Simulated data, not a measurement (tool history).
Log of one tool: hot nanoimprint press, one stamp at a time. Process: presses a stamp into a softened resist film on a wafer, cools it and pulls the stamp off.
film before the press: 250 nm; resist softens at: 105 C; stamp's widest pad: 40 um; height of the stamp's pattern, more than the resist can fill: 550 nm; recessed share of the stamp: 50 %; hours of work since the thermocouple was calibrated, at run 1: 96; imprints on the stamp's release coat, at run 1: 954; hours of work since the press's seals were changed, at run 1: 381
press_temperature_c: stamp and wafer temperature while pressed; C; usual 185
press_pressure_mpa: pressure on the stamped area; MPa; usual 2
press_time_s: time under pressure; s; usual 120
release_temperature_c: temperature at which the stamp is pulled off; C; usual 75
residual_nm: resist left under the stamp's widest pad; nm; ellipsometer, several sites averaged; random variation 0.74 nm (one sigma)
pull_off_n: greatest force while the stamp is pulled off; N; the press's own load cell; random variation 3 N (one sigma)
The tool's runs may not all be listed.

run,hour,press_temperature_c,press_pressure_mpa,press_time_s,release_temperature_c,hours of work since the thermocouple was calibrated,imprints on the stamp's release coat,hours of work since the press's seals were changed,residual_nm,pull_off_n
1,0,185,2,120,75,96,954,381,93.5,177
2,22.7,185,1.6,120,75,106,1021,391,104.6,174
3,34.6,185,2,120,75,111,1056,396,93.9,178
4,48.6,194,2,120,75,118,1097,402,72.1,178
5,71.2,178,2,120,75,127,1163,412,118.5,181
6,85.7,178,2,120,75,134,1206,418,118.6,191
7,109.1,185,2,120,75,144,1275,428,95,187
8,127.8,185,1.86,120,75,152,1330,436,97.6,191
# hour 135.7: stamp cleaned and given a new release coat
9,156,180,2,120,75,161,59,446,111.5,140
10,174.3,185,2,120,75,169,113,454,94.2,148
11,192.9,180,2,120,75,177,168,462,110.8,148
12,203.7,185,2.04,120,66,182,200,466,93.3,183
13,221.4,185,2.13,120,68,190,252,474,92.7,183
14,240.5,185,2.13,120,68,198,308,482,91.4,188
15,258.5,188,2.96,120,68,206,361,490,70.7,181
16,277.4,185,2,120,73,214,416,498,95.8,164
17,296.6,185,2,120,73,222,472,507,95,175
18,311.1,178,2.38,120,75,229,515,513,109.4,167
19,321.2,195,2.47,173,75,233,545,517,55.3,164
20,338.8,185,2,120,71,241,596,525,95.7,181
21,354.4,185,2.13,69,77,247,642,532,112.9,157

Hidden state or all else? Some run-to-run changes of residual_nm, split into what the settings, what came in and random variation would give without the hidden state, and what is left for the hidden state (with any gauge scatter that isn't in both results):
The hidden state here: true temperature over the reading, C; pressure that arrives at the usual setting, %; grip of the stamp's worn release coat, % over a new coat's; drift of the gauge itself on residual_nm, %; drift of the gauge itself on pull_off_n, %.
Run 4 -> 5: press_temperature_c 194 -> 178. residual_nm +46.4 nm: hidden state +1.5, all else +44.9.
Run 18 -> 19: press_temperature_c 178 -> 195, press_pressure_mpa 2.38 -> 2.47, press_time_s 120 -> 173. residual_nm -54.1 nm: hidden state -2.8, all else -51.3.
Run 19 -> 20: press_temperature_c 195 -> 185, press_pressure_mpa 2.47 -> 2, press_time_s 173 -> 120, release_temperature_c 75 -> 71. residual_nm +40.4 nm: hidden state +1.8, all else +38.6.
